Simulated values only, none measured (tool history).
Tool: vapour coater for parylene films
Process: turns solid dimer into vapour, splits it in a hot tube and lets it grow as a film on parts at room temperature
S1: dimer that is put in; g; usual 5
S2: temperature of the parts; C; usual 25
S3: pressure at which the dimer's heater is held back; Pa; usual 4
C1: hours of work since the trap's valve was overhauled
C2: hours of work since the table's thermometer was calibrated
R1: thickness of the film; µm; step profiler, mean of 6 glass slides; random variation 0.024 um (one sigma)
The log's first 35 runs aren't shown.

| run | day | S1 | S2 | S3 | C1 | C2 | R1 |
|---|---|---|---|---|---|---|---|
| 36 | 26.671 | 8 | 30 | 7.26 | 284 | 1179 | 3.17 |
| 37 | 27.721 | 8 | 30 | 7.26 | 305 | 1200 | 3.2 |
| 38 | 28.533 | 5 | 25 | 4 | 320 | 1216 | 2.56 |
| 39 | 29.5 | 5 | 25 | 4 | 339 | 1235 | 2.56 |
| 40 | 30.021 | 6 | 25 | 2.4 | 350 | 1245 | 3.19 |
| 41 | 31.038 | 6 | 25 | 2.4 | 370 | 1265 | 3.23 |
| 42 | 31.646 | 7 | 26 | 3.19 | 381 | 1277 | 3.49 |
| 43 | 32.488 | 7 | 28 | 3.19 | 398 | 1293 | 3.22 |
| 44 | 33.246 | 7 | 28 | 3.19 | 413 | 1308 | 3.18 |
| 45 | 34.092 | 7 | 28 | 3.19 | 429 | 1325 | 3.2 |
| 46 | 34.908 | 3 | 28 | 2.66 | 445 | 1341 | 1.36 |
| 47 | 35.754 | 5 | 24 | 11.26 | 462 | 1357 | 2.48 |

3 ways to go on from here, each from the tool as it stands after run 47. What would each give?
|  | 36.421 | trap's valve overhauled |
| A | 36.742 | 5 | 36 | 4 | 6 | 1373 | ? |
|  | 36.421 | trap's valve overhauled |
| B | 36.742 | 5 | 31 | 3.3 | 6 | 1373 | ? |
|  | 36.421 | trap's valve overhauled |
| C | 36.742 | 7 | 26 | 3.72 | 6 | 1373 | ? |

| run | R1 |
|---|---|
| A | 1.64 |
| B | 2.04 |
| C | 3.55 |
Without the tool's hidden state the same runs would have given:
| run | R1 |
|---|---|
| A | 1.71 |
| B | 2.13 |
| C | 3.7 |
